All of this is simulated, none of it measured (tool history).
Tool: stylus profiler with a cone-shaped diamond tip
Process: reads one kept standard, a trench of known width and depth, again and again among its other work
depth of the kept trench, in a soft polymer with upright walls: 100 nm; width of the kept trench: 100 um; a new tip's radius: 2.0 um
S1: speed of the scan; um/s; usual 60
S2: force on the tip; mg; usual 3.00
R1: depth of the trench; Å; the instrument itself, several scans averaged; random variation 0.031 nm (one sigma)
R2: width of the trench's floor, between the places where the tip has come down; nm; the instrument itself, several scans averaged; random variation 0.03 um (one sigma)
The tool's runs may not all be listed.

{"run": 1, "hour": 0.0, "S1": 60, "S2": 3.0, "R1": 1011.3, "R2": 98470}
{"run": 2, "hour": 36.2, "S1": 60, "S2": 3.0, "R1": 1011.7, "R2": 98430}
{"run": 3, "hour": 69.1, "S1": 128, "S2": 3.0, "R1": 1011.4, "R2": 98210}
{"run": 4, "hour": 104.0, "S1": 128, "S2": 3.0, "R1": 1011.5, "R2": 98130}
{"run": 5, "hour": 128.1, "S1": 60, "S2": 3.0, "R1": 1011.0, "R2": 98470}
{"run": 6, "hour": 168.4, "S1": 60, "S2": 3.0, "R1": 1011.9, "R2": 98340}
{"run": 7, "hour": 213.3, "S1": 17, "S2": 2.06, "R1": 1009.2, "R2": 98540}
{"hour": 217.4, "done": "height scale calibrated on a step standard"}
{"run": 8, "hour": 239.0, "S1": 34, "S2": 4.08, "R1": 1014.8, "R2": 98490}
{"run": 9, "hour": 281.3, "S1": 34, "S2": 4.08, "R1": 1014.6, "R2": 98470}
{"run": 10, "hour": 323.3, "S1": 34, "S2": 4.08, "R1": 1014.9, "R2": 98510}

Forecast each of these 4 alternatives for the next run:
{"run": "A", "hour": 370.8, "S1": 143, "S2": 3.45, "R1": "?", "R2": "?"}
{"run": "B", "hour": 370.8, "S1": 74, "S2": 4.89, "R1": "?", "R2": "?"}
{"run": "C", "hour": 370.8, "S1": 21, "S2": 2.79, "R1": "?", "R2": "?"}
{"run": "D", "hour": 370.8, "S1": 84, "S2": 3.89, "R1": "?", "R2": "?"}

run=A R1=1013.4 R2=98070
run=B R1=1017.0 R2=98360
run=C R1=1012.2 R2=98500
run=D R1=1014.2 R2=98320
Without the tool's hidden state the same runs would have given:
run=A R1=1011.3 R2=98260
run=B R1=1014.9 R2=98540
run=C R1=1010.1 R2=98680
run=D R1=1012.1 R2=98510
